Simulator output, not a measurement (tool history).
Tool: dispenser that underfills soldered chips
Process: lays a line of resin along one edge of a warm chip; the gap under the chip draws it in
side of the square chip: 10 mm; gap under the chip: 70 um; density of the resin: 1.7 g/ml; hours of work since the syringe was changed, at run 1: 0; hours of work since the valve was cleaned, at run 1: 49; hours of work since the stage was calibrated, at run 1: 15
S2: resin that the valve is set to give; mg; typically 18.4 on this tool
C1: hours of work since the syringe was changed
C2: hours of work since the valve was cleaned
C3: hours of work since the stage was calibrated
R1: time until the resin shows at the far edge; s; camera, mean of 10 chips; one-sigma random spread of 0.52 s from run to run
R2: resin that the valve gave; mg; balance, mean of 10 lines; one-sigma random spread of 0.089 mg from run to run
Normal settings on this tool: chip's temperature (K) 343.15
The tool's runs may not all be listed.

run 1 hour=0.0 | chip's_temperature_(K)=343.15 S2=18.4 | C1=0 C2=49 C3=15 | R1=44.1 R2=17.79
run 2 hour=5.6 | chip's_temperature_(K)=345.15 S2=18.4 | C1=5 C2=53 C3=19 | R1=47.5 R2=17.64
run 3 hour=10.4 | chip's_temperature_(K)=345.15 S2=18.4 | C1=8 C2=57 C3=23 | R1=54.2 R2=17.43
-- hour=14.3 new syringe of resin
run 4 hour=16.5 | chip's_temperature_(K)=345.15 S2=18.4 | C1=2 C2=62 C3=28 | R1=41.7 R2=17.37
run 5 hour=23.8 | chip's_temperature_(K)=357.15 S2=18.4 | C1=7 C2=67 C3=33 | R1=32.1 R2=17.39
-- hour=29.1 new syringe of resin
run 6 hour=31.6 | chip's_temperature_(K)=343.15 S2=19.8 | C1=2 C2=73 C3=39 | R1=45.5 R2=18.71
run 7 hour=39.9 | chip's_temperature_(K)=343.15 S2=19.8 | C1=8 C2=80 C3=46 | R1=57.7 R2=18.70
-- hour=43.3 new syringe of resin
run 8 hour=45.8 | chip's_temperature_(K)=329.15 S2=18.4 | C1=2 C2=84 C3=50 | R1=87.3 R2=17.18
run 9 hour=51.1 | chip's_temperature_(K)=329.15 S2=18.4 | C1=6 C2=88 C3=54 | R1=101.5 R2=17.12
run 10 hour=55.7 | chip's_temperature_(K)=329.15 S2=18.4 | C1=10 C2=92 C3=58 | R1=114.9 R2=17.07
-- hour=58.1 new syringe of resin
run 11 hour=63.3 | chip's_temperature_(K)=329.15 S2=18.4 | C1=4 C2=98 C3=64 | R1=92.7 R2=16.87
run 12 hour=66.9 | chip's_temperature_(K)=329.15 S2=18.4 | C1=7 C2=101 C3=66 | R1=101.8 R2=16.93
-- hour=72.4 new syringe of resin
run 13 hour=74.6 | chip's_temperature_(K)=329.15 S2=18.4 | C1=2 C2=106 C3=72 | R1=84.9 R2=16.89
run 14 hour=83.2 | chip's_temperature_(K)=338.15 S2=18.6 | C1=8 C2=113 C3=79 | R1=70.6 R2=17.00
-- hour=86.7 new syringe of resin
run 15 hour=88.5 | chip's_temperature_(K)=348.15 S2=22.5 | C1=1 C2=117 C3=83 | R1=35.5 R2=20.53
run 16 hour=93.8 | chip's_temperature_(K)=349.15 S2=18.6 | C1=6 C2=121 C3=87 | R1=40.8 R2=16.73
run 17 hour=97.8 | chip's_temperature_(K)=356.15 S2=18.4 | C1=9 C2=124 C3=90 | R1=35.3 R2=16.64
-- hour=101.3 new syringe of resin
run 18 hour=103.2 | chip's_temperature_(K)=356.15 S2=18.4 | C1=1 C2=128 C3=94 | R1=26.9 R2=16.39
-- hour=110.1 dispensing valve cleaned and set on the balance
run 19 hour=110.9 | chip's_temperature_(K)=334.15 S2=22.7 | C1=7 C2=1 C3=100 | R1=75.5 R2=22.58
run 20 hour=115.5 | chip's_temperature_(K)=331.15 S2=22.9 | C1=10 C2=4 C3=103 | R1=100.8 R2=22.90
-- hour=117.0 new syringe of resin
run 21 hour=122.8 | chip's_temperature_(K)=351.15 S2=22.8 | C1=5 C2=10 C3=109 | R1=35.1 R2=22.62
run 22 hour=128.7 | chip's_temperature_(K)=329.15 S2=22.3 | C1=9 C2=14 C3=113 | R1=105.0 R2=22.09
-- hour=131.3 new syringe of resin
run 23 hour=135.3 | chip's_temperature_(K)=329.15 S2=22.3 | C1=3 C2=19 C3=118 | R1=83.3 R2=21.94
run 24 hour=139.5 | chip's_temperature_(K)=332.15 S2=19.4 | C1=6 C2=23 C3=122 | R1=84.2 R2=18.92
-- hour=145.8 new syringe of resin
run 25 hour=146.5 | chip's_temperature_(K)=331.15 S2=18.5 | C1=1 C2=28 C3=127 | R1=69.1 R2=17.94

Each row is a separate what-if for the run after 25, all from the same tool condition, not one after another. Results?
run A hour=150.9 | chip's_temperature_(K)=356.15 S2=18.5 | C1=4 C2=31 C3=130 | R1=? R2=?
run B hour=150.9 | chip's_temperature_(K)=349.15 S2=18.3 | C1=4 C2=31 C3=130 | R1=? R2=?
run C hour=150.9 | chip's_temperature_(K)=337.15 S2=19.3 | C1=4 C2=31 C3=130 | R1=? R2=?
run D hour=150.9 | chip's_temperature_(K)=331.15 S2=16.6 | C1=4 C2=31 C3=130 | R1=? R2=?
run E hour=150.9 | chip's_temperature_(K)=339.15 S2=21.4 | C1=4 C2=31 C3=130 | R1=? R2=?

run=A R1=29.2 R2=18.10
run=B R1=38.1 R2=17.88
run=C R1=61.5 R2=18.80
run=D R1=80.9 R2=16.32
run=E R1=56.3 R2=21.00
With the hidden condition removed and each run's random variation left untouched, the same runs would have given:
run=A R1=25.9 R2=18.58
run=B R1=33.7 R2=18.35
run=C R1=54.6 R2=19.29
run=D R1=71.6 R2=16.75
run=E R1=50.0 R2=21.55

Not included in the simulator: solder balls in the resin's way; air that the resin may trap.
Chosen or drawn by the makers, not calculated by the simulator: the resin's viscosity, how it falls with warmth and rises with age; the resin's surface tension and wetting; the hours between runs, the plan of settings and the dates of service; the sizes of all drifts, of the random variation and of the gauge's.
